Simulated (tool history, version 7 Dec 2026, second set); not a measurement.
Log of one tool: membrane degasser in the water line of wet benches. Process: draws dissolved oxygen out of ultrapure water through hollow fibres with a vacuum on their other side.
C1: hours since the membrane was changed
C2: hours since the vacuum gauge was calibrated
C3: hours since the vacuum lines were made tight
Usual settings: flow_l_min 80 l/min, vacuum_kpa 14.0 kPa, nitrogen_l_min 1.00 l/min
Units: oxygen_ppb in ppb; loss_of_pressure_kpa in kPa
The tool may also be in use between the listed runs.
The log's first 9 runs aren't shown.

{"run": 10, "hour": 541.7, "flow_l_min": 80, "vacuum_kpa": 14.0, "nitrogen_l_min": 1.0, "C1": 2705, "C2": 2705, "C3": 1477, "oxygen_ppb": 1320.1, "loss_of_pressure_kpa": 55.19}
{"run": 11, "hour": 593.8, "flow_l_min": 127, "vacuum_kpa": 14.0, "nitrogen_l_min": 1.0, "C1": 2757, "C2": 2757, "C3": 1529, "oxygen_ppb": 1734.9, "loss_of_pressure_kpa": 88.14}
{"run": 12, "hour": 666.6, "flow_l_min": 127, "vacuum_kpa": 14.0, "nitrogen_l_min": 1.0, "C1": 2829, "C2": 2829, "C3": 1602, "oxygen_ppb": 1743.4, "loss_of_pressure_kpa": 87.67}
{"run": 13, "hour": 726.2, "flow_l_min": 127, "vacuum_kpa": 14.0, "nitrogen_l_min": 1.0, "C1": 2889, "C2": 2889, "C3": 1661, "oxygen_ppb": 1743.4, "loss_of_pressure_kpa": 87.88}
{"run": 14, "hour": 795.4, "flow_l_min": 127, "vacuum_kpa": 14.0, "nitrogen_l_min": 0.67, "C1": 2958, "C2": 2958, "C3": 1731, "oxygen_ppb": 2099.6, "loss_of_pressure_kpa": 87.36}
{"run": 15, "hour": 857.5, "flow_l_min": 80, "vacuum_kpa": 14.0, "nitrogen_l_min": 0.98, "C1": 3020, "C2": 3020, "C3": 1793, "oxygen_ppb": 1330.5, "loss_of_pressure_kpa": 55.38}
{"run": 16, "hour": 913.3, "flow_l_min": 80, "vacuum_kpa": 14.0, "nitrogen_l_min": 0.98, "C1": 3076, "C2": 3076, "C3": 1849, "oxygen_ppb": 1339.8, "loss_of_pressure_kpa": 55.55}
{"run": 17, "hour": 986.9, "flow_l_min": 54, "vacuum_kpa": 14.0, "nitrogen_l_min": 1.0, "C1": 3150, "C2": 3150, "C3": 1922, "oxygen_ppb": 1008.7, "loss_of_pressure_kpa": 37.7}
{"run": 18, "hour": 1022.8, "flow_l_min": 117, "vacuum_kpa": 28.7, "nitrogen_l_min": 1.0, "C1": 3186, "C2": 3186, "C3": 1958, "oxygen_ppb": 3182.6, "loss_of_pressure_kpa": 81.05}
{"hour": 1029.6, "done": "vacuum gauge calibrated"}
{"run": 19, "hour": 1076.6, "flow_l_min": 80, "vacuum_kpa": 13.0, "nitrogen_l_min": 1.0, "C1": 3239, "C2": 47, "C3": 2011, "oxygen_ppb": 1214.2, "loss_of_pressure_kpa": 55.11}
{"run": 20, "hour": 1133.8, "flow_l_min": 80, "vacuum_kpa": 13.0, "nitrogen_l_min": 1.0, "C1": 3296, "C2": 104, "C3": 2069, "oxygen_ppb": 1214.6, "loss_of_pressure_kpa": 55.67}
{"run": 21, "hour": 1196.4, "flow_l_min": 50, "vacuum_kpa": 10.6, "nitrogen_l_min": 1.0, "C1": 3359, "C2": 167, "C3": 2131, "oxygen_ppb": 686.6, "loss_of_pressure_kpa": 34.82}
{"run": 22, "hour": 1249.1, "flow_l_min": 50, "vacuum_kpa": 10.6, "nitrogen_l_min": 1.0, "C1": 3411, "C2": 220, "C3": 2184, "oxygen_ppb": 685.8, "loss_of_pressure_kpa": 34.81}
{"run": 23, "hour": 1307.6, "flow_l_min": 50, "vacuum_kpa": 16.1, "nitrogen_l_min": 1.0, "C1": 3470, "C2": 278, "C3": 2242, "oxygen_ppb": 1125.4, "loss_of_pressure_kpa": 34.39}
{"run": 24, "hour": 1377.9, "flow_l_min": 99, "vacuum_kpa": 21.0, "nitrogen_l_min": 1.0, "C1": 3540, "C2": 348, "C3": 2313, "oxygen_ppb": 2260.5, "loss_of_pressure_kpa": 68.47}
{"run": 25, "hour": 1461.4, "flow_l_min": 69, "vacuum_kpa": 14.0, "nitrogen_l_min": 1.0, "C1": 3624, "C2": 432, "C3": 2396, "oxygen_ppb": 1205.7, "loss_of_pressure_kpa": 47.95}
{"hour": 1468.2, "done": "vacuum gauge calibrated, once more"}
{"run": 26, "hour": 1522.7, "flow_l_min": 75, "vacuum_kpa": 14.0, "nitrogen_l_min": 1.0, "C1": 3685, "C2": 54, "C3": 2457, "oxygen_ppb": 1237.5, "loss_of_pressure_kpa": 52.2}
{"run": 27, "hour": 1585.2, "flow_l_min": 75, "vacuum_kpa": 9.3, "nitrogen_l_min": 0.61, "C1": 3747, "C2": 117, "C3": 2520, "oxygen_ppb": 989.1, "loss_of_pressure_kpa": 52.08}
{"run": 28, "hour": 1633.5, "flow_l_min": 94, "vacuum_kpa": 18.8, "nitrogen_l_min": 1.5, "C1": 3795, "C2": 165, "C3": 2568, "oxygen_ppb": 1527.5, "loss_of_pressure_kpa": 65.36}
{"run": 29, "hour": 1670.8, "flow_l_min": 52, "vacuum_kpa": 18.8, "nitrogen_l_min": 1.5, "C1": 3833, "C2": 203, "C3": 2605, "oxygen_ppb": 1002.7, "loss_of_pressure_kpa": 36.21}
{"run": 30, "hour": 1755.2, "flow_l_min": 52, "vacuum_kpa": 18.8, "nitrogen_l_min": 1.5, "C1": 3917, "C2": 287, "C3": 2690, "oxygen_ppb": 1001.7, "loss_of_pressure_kpa": 36.43}
{"run": 31, "hour": 1796.9, "flow_l_min": 70, "vacuum_kpa": 13.5, "nitrogen_l_min": 1.0, "C1": 3959, "C2": 329, "C3": 2731, "oxygen_ppb": 1138.8, "loss_of_pressure_kpa": 48.34}

5 ways to go on from here, each from the tool as it stands after run 31. What would each give?
{"run": "A", "hour": 1870.6, "flow_l_min": 108, "vacuum_kpa": 29.5, "nitrogen_l_min": 1.85, "C1": 4033, "C2": 402, "C3": 2805, "oxygen_ppb": "?", "loss_of_pressure_kpa": "?"}
{"run": "B", "hour": 1870.6, "flow_l_min": 55, "vacuum_kpa": 22.8, "nitrogen_l_min": 1.11, "C1": 4033, "C2": 402, "C3": 2805, "oxygen_ppb": "?", "loss_of_pressure_kpa": "?"}
{"run": "C", "hour": 1870.6, "flow_l_min": 71, "vacuum_kpa": 33.0, "nitrogen_l_min": 2.16, "C1": 4033, "C2": 402, "C3": 2805, "oxygen_ppb": "?", "loss_of_pressure_kpa": "?"}
{"run": "D", "hour": 1870.6, "flow_l_min": 113, "vacuum_kpa": 13.5, "nitrogen_l_min": 2.61, "C1": 4033, "C2": 402, "C3": 2805, "oxygen_ppb": "?", "loss_of_pressure_kpa": "?"}
{"run": "E", "hour": 1870.6, "flow_l_min": 59, "vacuum_kpa": 13.9, "nitrogen_l_min": 0.61, "C1": 4033, "C2": 402, "C3": 2805, "oxygen_ppb": "?", "loss_of_pressure_kpa": "?"}

run=A oxygen_ppb=2254.6 loss_of_pressure_kpa=75.52
run=B oxygen_ppb=1582.3 loss_of_pressure_kpa=38.14
run=C oxygen_ppb=1692.5 loss_of_pressure_kpa=49.28
run=D oxygen_ppb=848.8 loss_of_pressure_kpa=78.30
run=E oxygen_ppb=1430.7 loss_of_pressure_kpa=41.11
Without the tool's hidden state the same runs would have given:
run=A oxygen_ppb=2252.1 loss_of_pressure_kpa=73.82
run=B oxygen_ppb=1581.8 loss_of_pressure_kpa=37.27
run=C oxygen_ppb=1689.8 loss_of_pressure_kpa=48.17
run=D oxygen_ppb=844.4 loss_of_pressure_kpa=76.53
run=E oxygen_ppb=1433.8 loss_of_pressure_kpa=40.18
